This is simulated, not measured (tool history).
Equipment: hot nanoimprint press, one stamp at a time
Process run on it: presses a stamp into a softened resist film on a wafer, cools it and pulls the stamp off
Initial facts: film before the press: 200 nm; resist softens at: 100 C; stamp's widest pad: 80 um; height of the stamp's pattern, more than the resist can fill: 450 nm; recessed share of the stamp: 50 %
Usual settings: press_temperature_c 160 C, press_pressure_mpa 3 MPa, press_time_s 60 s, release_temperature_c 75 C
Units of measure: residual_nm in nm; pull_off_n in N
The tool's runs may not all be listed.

Run 1, hour 0: usual settings. Result: residual_nm 88.8 nm, pull_off_n 175 N.
Run 2, hour 10.1: usual settings but press_time_s 51 s. Result: residual_nm 93.3 nm, pull_off_n 179 N.
Run 3, hour 21.3: usual settings but press_time_s 51 s. Result: residual_nm 92.7 nm, pull_off_n 182 N.
Run 4, hour 37.5: usual settings but release_temperature_c 71 C. Result: residual_nm 89 nm, pull_off_n 188 N.
Run 5, hour 53.1: usual settings. Result: residual_nm 88.6 nm, pull_off_n 184 N.
At hour 57.6: plate thermocouple calibrated.
Run 6, hour 70.8: usual settings. Result: residual_nm 84.3 nm, pull_off_n 193 N.
Run 7, hour 78.6: usual settings. Result: residual_nm 85.1 nm, pull_off_n 184 N.
Run 8, hour 91.2: usual settings. Result: residual_nm 84.7 nm, pull_off_n 188 N.
Run 9, hour 98.7: usual settings. Result: residual_nm 84.2 nm, pull_off_n 192 N.

Run 10 comes next. What will it give?
Run 10, hour 111.5: usual settings but release_temperature_c 64 C. Result: residual_nm ?, pull_off_n ?.

residual_nm: 83.9 nm
pull_off_n: 219 N
The same run, on a tool lacking any hidden state, would have yielded residual_nm 92.7 nm, pull_off_n 112 N.

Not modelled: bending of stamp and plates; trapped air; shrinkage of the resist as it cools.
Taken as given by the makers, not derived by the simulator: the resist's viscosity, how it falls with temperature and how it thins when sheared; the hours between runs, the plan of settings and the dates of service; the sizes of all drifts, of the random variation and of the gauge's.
